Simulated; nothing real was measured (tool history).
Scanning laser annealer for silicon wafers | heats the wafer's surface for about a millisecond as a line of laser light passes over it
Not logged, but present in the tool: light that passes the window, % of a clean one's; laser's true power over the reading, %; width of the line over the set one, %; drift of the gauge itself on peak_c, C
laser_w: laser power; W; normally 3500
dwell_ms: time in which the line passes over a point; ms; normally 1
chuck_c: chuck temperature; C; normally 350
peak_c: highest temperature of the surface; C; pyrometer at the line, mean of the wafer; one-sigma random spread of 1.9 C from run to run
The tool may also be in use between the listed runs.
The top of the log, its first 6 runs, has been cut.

run,day,laser_w,dwell_ms,chuck_c,hours of work since the window was cleaned,hours of work since the power meter was calibrated,hours of work since the optics were aligned,peak_c
7,10.138,3500,1,350,404,1103,677,1070
8,11.85,3500,1,350,424,1123,697,1070
9,12.942,3500,1,350,436,1136,710,1070
10,14.371,3500,1,350,453,1153,726,1071
11,16.292,3500,1,350,475,1175,749,1072
12,17.192,3500,1,350,486,1185,759,1068
13,18.954,3500,1,350,506,1206,780,1064
14,20.246,3500,1,350,522,1221,795,1064
15,21.812,3500,1,350,540,1239,813,1069
16,23.075,3500,1,350,555,1254,828,1064
17,24.183,3424,1,350,567,1267,841,1047
18,26.196,3424,1,350,591,1290,864,1046
19,28.133,3500,1,326,613,1313,887,1037
20,29.121,3832,1,350,625,1324,898,1144
21,30.346,3832,1,350,639,1339,913,1137
# day 30.625: window over the wafer cleaned
22,31.708,3832,1,350,13,1354,927,1129

The next listed run, before its measurement:
23,33.4,3832,1,350,32,1373,947,?

{"run 23": {"peak_c": 1129}}
The same run, on a tool lacking any hidden state, would have yielded peak_c 1180 C.
